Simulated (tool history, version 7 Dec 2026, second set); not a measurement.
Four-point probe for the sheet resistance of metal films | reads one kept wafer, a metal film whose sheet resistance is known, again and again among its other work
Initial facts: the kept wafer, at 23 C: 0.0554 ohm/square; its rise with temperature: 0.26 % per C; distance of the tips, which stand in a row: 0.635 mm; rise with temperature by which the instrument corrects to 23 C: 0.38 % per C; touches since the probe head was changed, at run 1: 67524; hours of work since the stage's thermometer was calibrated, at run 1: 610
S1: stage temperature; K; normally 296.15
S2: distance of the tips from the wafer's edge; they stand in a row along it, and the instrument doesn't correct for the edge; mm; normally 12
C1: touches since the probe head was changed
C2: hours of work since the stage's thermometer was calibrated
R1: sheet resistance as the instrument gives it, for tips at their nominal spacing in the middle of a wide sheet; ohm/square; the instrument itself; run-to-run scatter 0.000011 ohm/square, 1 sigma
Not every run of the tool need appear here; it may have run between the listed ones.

run,day,S1,S2,C1,C2,R1
1,0,296.15,12,67524,610,0.055216
2,0.742,296.15,12,68343,621,0.055229
3,1.183,296.15,12,68835,627,0.055228
4,2.158,296.15,12,69911,640,0.055216
5,3.204,296.15,12,71069,655,0.055222
6,4.104,296.15,12,72064,668,0.055226
7,4.625,296.15,12,72641,675,0.055253
8,5.375,296.15,12,73471,685,0.055222
9,6.317,296.15,12,74511,699,0.055228
10,7.138,296.15,12,75423,710,0.055247
11,7.983,296.15,12,76357,722,0.055257
12,8.642,296.15,12,77084,731,0.055241
13,9.625,296.15,43,78175,745,0.055177
14,10.188,296.15,43,78797,753,0.055166
15,11.271,296.15,43,79996,768,0.055174
16,12.175,296.15,43,80994,781,0.055187
17,12.817,296.15,43,81706,790,0.055195
18,13.55,296.15,43,82513,800,0.055181
19,14.267,296.15,12,83307,810,0.05527
20,15.15,296.15,12,84287,822,0.055257
21,16.079,296.15,10,85312,835,0.055325
22,17.008,296.15,10,86340,848,0.055338
23,17.467,305.15,34,86847,855,0.054651
24,18.446,303.15,36,87931,868,0.05478
25,19.383,303.15,36,88970,882,0.054768
26,20.158,303.15,4,89827,892,0.055503
27,21.062,294.15,20,90826,905,0.055373
28,21.533,299.15,64,91346,912,0.055016
29,22.442,294.15,5,92353,924,0.055819
30,23.179,294.15,5,93167,935,0.055849
# day 23.271: stage's thermometer calibrated
31,23.938,301.15,5,93984,9,0.05538
32,24.554,297.15,4,94668,18,0.05589
33,25.075,299.15,12,95245,25,0.05512
# day 25.421: stage's thermometer calibrated, once more
34,25.579,296.15,44,95780,2,0.055207
35,26.433,296.15,44,96721,14,0.055224
36,27.288,293.15,73,97666,26,0.055405
37,28.108,293.15,73,98577,38,0.055415
38,29.133,293.15,12,99712,52,0.055513
39,29.658,296.15,72,100290,59,0.055211
40,30.262,296.15,72,100960,68,0.055228
41,30.896,296.15,72,101659,77,0.055195
42,31.688,301.15,4,102537,88,0.055634

What would each run have given without the hidden state, its run-to-run variation left as it was?
Hidden state at play: inner tips' distance over the nominal, %; tips' flats over new ones', %; wafer's true temperature over the reading, C; drift of the gauge itself on sheet_ohm, %.
run,R1
1,0.055483
2,0.055494
3,0.055491
4,0.055475
5,0.055478
6,0.055478
7,0.055503
8,0.05547
9,0.055472
10,0.055489
11,0.055496
12,0.055477
13,0.05541
14,0.055396
15,0.055401
16,0.05541
17,0.055416
18,0.0554
19,0.055486
20,0.055469
21,0.055535
22,0.055544
23,0.054854
24,0.054979
25,0.054964
26,0.055699
27,0.055564
28,0.055205
29,0.056006
30,0.056035
31,0.055556
32,0.056065
33,0.05529
34,0.055414
35,0.055427
36,0.055606
37,0.055613
38,0.055708
39,0.055403
40,0.055418
41,0.055383
42,0.05582
